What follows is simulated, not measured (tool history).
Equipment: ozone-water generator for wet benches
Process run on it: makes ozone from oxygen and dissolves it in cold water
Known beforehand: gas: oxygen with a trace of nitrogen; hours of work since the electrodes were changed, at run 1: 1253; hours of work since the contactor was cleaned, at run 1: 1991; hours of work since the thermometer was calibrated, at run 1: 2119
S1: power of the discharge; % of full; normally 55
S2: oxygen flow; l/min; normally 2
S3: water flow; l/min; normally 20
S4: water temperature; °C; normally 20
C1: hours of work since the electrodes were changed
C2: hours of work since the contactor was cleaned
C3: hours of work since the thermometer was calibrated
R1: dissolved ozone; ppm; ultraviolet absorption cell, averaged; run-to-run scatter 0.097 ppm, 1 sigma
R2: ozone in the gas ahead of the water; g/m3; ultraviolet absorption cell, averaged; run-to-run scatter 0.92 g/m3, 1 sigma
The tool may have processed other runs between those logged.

run,hour,S1,S2,S3,S4,C1,C2,C3,R1,R2
1,0,55,2,20,20,1253,1991,2119,9.02,146
2,74.6,55,2,19,20,1325,2062,2191,9.6,148.7
3,129.7,55,2,19,20,1377,2115,2243,9.5,146.4
4,184.9,55,1.35,20,20,1430,2168,2296,8.44,188.2
5,241.7,55,1.35,20,20,1484,2222,2350,8.51,186.8
6,337.5,55,2,20,20,1576,2313,2441,8.86,143.4
7,406.6,55,1.1,20,20,1642,2379,2508,8.11,214.1
8,504,55,1.1,20,20,1735,2472,2600,8.03,213.5
9,579.3,55,2,20,20,1806,2544,2672,8.83,144.9
# hour 600.3: contactor cleaned
10,659.5,98,2,20,20,1879,57,2745,12.18,193
11,714.3,85,2,20,20,1932,109,2797,11.39,179.3
12,770.5,85,2,20,18,1985,163,2851,11.52,177.3
13,869.4,85,2,20,18,2080,257,2946,11.39,177.7
14,954.9,85,2,26,18,2161,339,3027,8.58,176.9
15,1064.3,85,2,20,18,2266,443,3132,11.34,174.7
16,1146.5,85,2,20,18,2344,522,3210,11.21,176.1
17,1251.4,43,3.31,13,22,2444,622,3310,11.1,90.4
18,1318.3,90,2,20,18,2508,686,3374,11.58,178.8
19,1422.9,55,1.13,19,12,2608,785,3474,8.83,202.2
20,1506,76,1.13,19,13,2687,865,3553,10.35,232.6
21,1566.6,55,2,17,20,2745,923,3611,10.29,139.3
# hour 1571.7: water thermometer calibrated
22,1628,55,2,17,20,2803,981,54,10.11,139.8
23,1686.3,55,2,17,20,2859,1036,109,10.1,138.4
24,1761.3,55,2,17,20,2931,1108,181,10.15,137.8
25,1817.1,55,2,17,20,2984,1161,234,10.07,138.2
26,1927.2,93,2.14,13,16,3089,1266,339,17.15,169.8
# hour 1990.1: water thermometer calibrated, once more
27,2025.3,86,2,32,21,3182,1360,34,6.12,168.1
28,2130.5,86,2,32,21,3283,1460,134,6.15,168.2
29,2221,86,1.76,32,21,3369,1546,221,5.91,180.2
30,2290.7,86,1.76,32,21,3436,1613,287,5.8,182
31,2385.9,86,1.76,32,21,3526,1704,378,5.88,181.5
32,2487.9,86,1.76,32,21,3624,1801,475,5.97,179

Measured minus without-hidden-state, run by run (identical run-to-run variation in each term; gauge scatter may differ):
The tool's hidden condition here consists of: yield of the discharge, % of new electrodes'; contactor's efficiency, % of a clean one's; true water temperature over the reading, C; drift of the gauge itself on ozone_ppm, %; drift of the gauge itself on gas_g_m3, %.
run,R1,R2
1,-0.81,-6.7
2,-0.87,-7.2
3,-0.9,-7.5
4,-0.85,-10
5,-0.88,-10.2
6,-0.98,-8.4
7,-0.93,-13.1
8,-0.97,-13.8
9,-1.1,-9.9
10,-1.25,-18.7
11,-1.13,-16.8
12,-1.2,-17.1
13,-1.27,-18
14,-1.03,-18.8
15,-1.41,-19.5
16,-1.48,-20.4
17,-1.03,-7.3
18,-1.69,-23
19,-1.08,-20.8
20,-1.54,-29.9
21,-1.32,-15.1
22,-1.36,-15.4
23,-1.39,-15.6
24,-1.43,-16.1
25,-1.48,-16.4
26,-3.21,-27.9
27,-1.3,-27.6
28,-1.36,-28.7
29,-1.36,-31.6
30,-1.4,-32.6
31,-1.43,-33.5
32,-1.49,-34.2
